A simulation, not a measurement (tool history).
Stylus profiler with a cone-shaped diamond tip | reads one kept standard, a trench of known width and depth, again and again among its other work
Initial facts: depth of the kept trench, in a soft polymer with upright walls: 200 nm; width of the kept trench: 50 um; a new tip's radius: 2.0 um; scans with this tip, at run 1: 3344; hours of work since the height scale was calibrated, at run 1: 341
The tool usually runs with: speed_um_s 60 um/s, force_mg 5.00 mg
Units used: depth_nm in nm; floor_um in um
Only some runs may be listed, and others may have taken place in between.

| run | hour | speed_um_s | force_mg | scans with this tip | hours of work since the height scale was calibrated | depth_nm | floor_um |
|---|---|---|---|---|---|---|---|
| 1 | 0.0 | 60 | 5.00 | 3344 | 341 | 204.55 | 47.97 |
| 2 | 11.6 | 60 | 5.00 | 3423 | 349 | 204.54 | 47.92 |
| 3 | 24.7 | 90 | 5.00 | 3512 | 358 | 204.62 | 47.90 |
| 4 | 36.6 | 90 | 5.00 | 3593 | 367 | 204.65 | 47.88 |
| 5 | 49.5 | 90 | 5.33 | 3681 | 376 | 204.84 | 47.87 |
| 6 | 57.8 | 90 | 5.33 | 3737 | 381 | 204.76 | 47.90 |
| 7 | 71.6 | 90 | 5.33 | 3831 | 391 | 204.78 | 47.91 |
| 8 | 84.8 | 128 | 5.00 | 3920 | 400 | 204.54 | 47.79 |
| 9 | 93.5 | 60 | 5.00 | 3980 | 406 | 204.47 | 47.90 |
| 10 | 101.4 | 60 | 5.00 | 4034 | 412 | 204.57 | 47.90 |
| 11 | 108.5 | 60 | 3.47 | 4082 | 417 | 203.48 | 47.94 |
| 12 | 116.5 | 60 | 5.00 | 4136 | 422 | 204.50 | 47.92 |
| 13 | 127.0 | 60 | 5.00 | 4207 | 429 | 204.48 | 47.92 |
| 14 | 137.9 | 60 | 5.00 | 4282 | 437 | 204.45 | 47.88 |
| 15 | 148.2 | 18 | 5.00 | 4352 | 444 | 204.46 | 48.04 |
| 16 | 156.3 | 103 | 7.67 | 4407 | 450 | 206.11 | 47.86 |
| 17 | 163.3 | 84 | 7.73 | 4454 | 455 | 206.17 | 47.87 |
| 18 | 171.8 | 60 | 2.81 | 4512 | 460 | 202.97 | 47.82 |
| 19 | 183.6 | 39 | 1.87 | 4592 | 469 | 202.14 | 47.93 |
| 20 | 194.8 | 103 | 1.88 | 4668 | 476 | 202.18 | 47.62 |
| 21 | 210.1 | 27 | 4.85 | 4772 | 487 | 204.34 | 48.04 |
| 22 | 222.3 | 135 | 1.81 | 4855 | 495 | 202.14 | 47.46 |
| 23 | 231.1 | 135 | 1.81 | 4915 | 502 | 202.20 | 47.50 |
| 24 | 238.9 | 157 | 4.01 | 4968 | 507 | 203.82 | 47.57 |
| 25 | 249.5 | 157 | 14.08 | 5040 | 514 | 209.26 | 47.80 |
| 26 | 263.2 | 16 | 14.08 | 5133 | 524 | 209.33 | 48.01 |
| 27 | 274.2 | 16 | 1.90 | 5208 | 531 | 202.13 | 48.00 |
| 28 | 282.3 | 16 | 1.90 | 5263 | 537 | 202.11 | 48.01 |

3 ways to go on from here, each from the tool as it stands after run 28. What would each give?
| A | 296.3 | 16 | 12.07 | 5358 | 547 | ? | ? |
| B | 296.3 | 122 | 2.72 | 5358 | 547 | ? | ? |
| C | 296.3 | 43 | 5.53 | 5358 | 547 | ? | ? |

| run | depth_nm | floor_um |
|---|---|---|
| A | 208.30 | 47.97 |
| B | 202.89 | 47.65 |
| C | 204.87 | 47.98 |
With no hidden state in the tool, these same runs would have given:
| run | depth_nm | floor_um |
|---|---|---|
| A | 208.68 | 48.19 |
| B | 203.25 | 47.86 |
| C | 205.24 | 48.19 |
